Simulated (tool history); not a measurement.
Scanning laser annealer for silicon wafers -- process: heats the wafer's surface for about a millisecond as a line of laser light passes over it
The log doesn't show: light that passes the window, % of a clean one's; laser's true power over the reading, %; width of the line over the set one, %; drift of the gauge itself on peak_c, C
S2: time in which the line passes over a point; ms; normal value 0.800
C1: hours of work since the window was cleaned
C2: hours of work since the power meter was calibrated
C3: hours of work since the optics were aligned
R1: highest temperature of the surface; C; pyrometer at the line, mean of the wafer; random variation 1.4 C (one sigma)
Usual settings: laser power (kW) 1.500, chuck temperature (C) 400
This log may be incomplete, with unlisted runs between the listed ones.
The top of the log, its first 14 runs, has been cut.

{"run": 15, "day": 8.729, "laser power (kW)": 1.5, "S2": 0.8, "chuck temperature (C)": 400, "C1": 397, "C2": 532, "C3": 860, "R1": 1177}
{"run": 16, "day": 9.217, "laser power (kW)": 1.5, "S2": 0.8, "chuck temperature (C)": 400, "C1": 405, "C2": 540, "C3": 868, "R1": 1175}
{"run": 17, "day": 9.625, "laser power (kW)": 1.5, "S2": 0.8, "chuck temperature (C)": 400, "C1": 412, "C2": 547, "C3": 875, "R1": 1175}
{"run": 18, "day": 10.162, "laser power (kW)": 1.281, "S2": 0.647, "chuck temperature (C)": 371, "C1": 421, "C2": 556, "C3": 884, "R1": 972}
{"day": 10.5, "done": "optics aligned, line set to its width"}
{"run": 19, "day": 11.188, "laser power (kW)": 1.402, "S2": 0.8, "chuck temperature (C)": 400, "C1": 434, "C2": 570, "C3": 11, "R1": 1127}
{"run": 20, "day": 11.954, "laser power (kW)": 1.614, "S2": 0.814, "chuck temperature (C)": 430, "C1": 447, "C2": 582, "C3": 24, "R1": 1273}
{"run": 21, "day": 12.779, "laser power (kW)": 1.433, "S2": 0.786, "chuck temperature (C)": 400, "C1": 461, "C2": 596, "C3": 38, "R1": 1134}
{"run": 22, "day": 13.308, "laser power (kW)": 1.333, "S2": 0.932, "chuck temperature (C)": 406, "C1": 470, "C2": 605, "C3": 47, "R1": 1144}
{"run": 23, "day": 14.075, "laser power (kW)": 1.333, "S2": 0.932, "chuck temperature (C)": 406, "C1": 483, "C2": 618, "C3": 60, "R1": 1144}
{"run": 24, "day": 14.796, "laser power (kW)": 1.599, "S2": 0.635, "chuck temperature (C)": 372, "C1": 495, "C2": 630, "C3": 72, "R1": 1121}
{"run": 25, "day": 15.204, "laser power (kW)": 1.573, "S2": 0.924, "chuck temperature (C)": 400, "C1": 502, "C2": 637, "C3": 79, "R1": 1267}
{"run": 26, "day": 15.575, "laser power (kW)": 1.573, "S2": 0.924, "chuck temperature (C)": 400, "C1": 508, "C2": 643, "C3": 85, "R1": 1272}
{"run": 27, "day": 15.967, "laser power (kW)": 1.418, "S2": 0.924, "chuck temperature (C)": 400, "C1": 514, "C2": 649, "C3": 91, "R1": 1181}
{"run": 28, "day": 16.512, "laser power (kW)": 1.418, "S2": 0.924, "chuck temperature (C)": 400, "C1": 523, "C2": 659, "C3": 100, "R1": 1183}
{"run": 29, "day": 17.221, "laser power (kW)": 1.418, "S2": 0.924, "chuck temperature (C)": 400, "C1": 535, "C2": 670, "C3": 112, "R1": 1184}
{"run": 30, "day": 17.7, "laser power (kW)": 1.502, "S2": 0.585, "chuck temperature (C)": 395, "C1": 543, "C2": 678, "C3": 120, "R1": 1073}
{"run": 31, "day": 18.404, "laser power (kW)": 1.502, "S2": 0.585, "chuck temperature (C)": 414, "C1": 555, "C2": 690, "C3": 132, "R1": 1091}

Run 32, settings as shown, results not yet in. Your forecast:
{"run": 32, "day": 19.242, "laser power (kW)": 1.614, "S2": 0.8, "chuck temperature (C)": 400, "C1": 569, "C2": 704, "C3": 146, "R1": "?"}

R1: 1236 C
Had the tool carried no hidden state, the very same run would have given R1 1237 C.
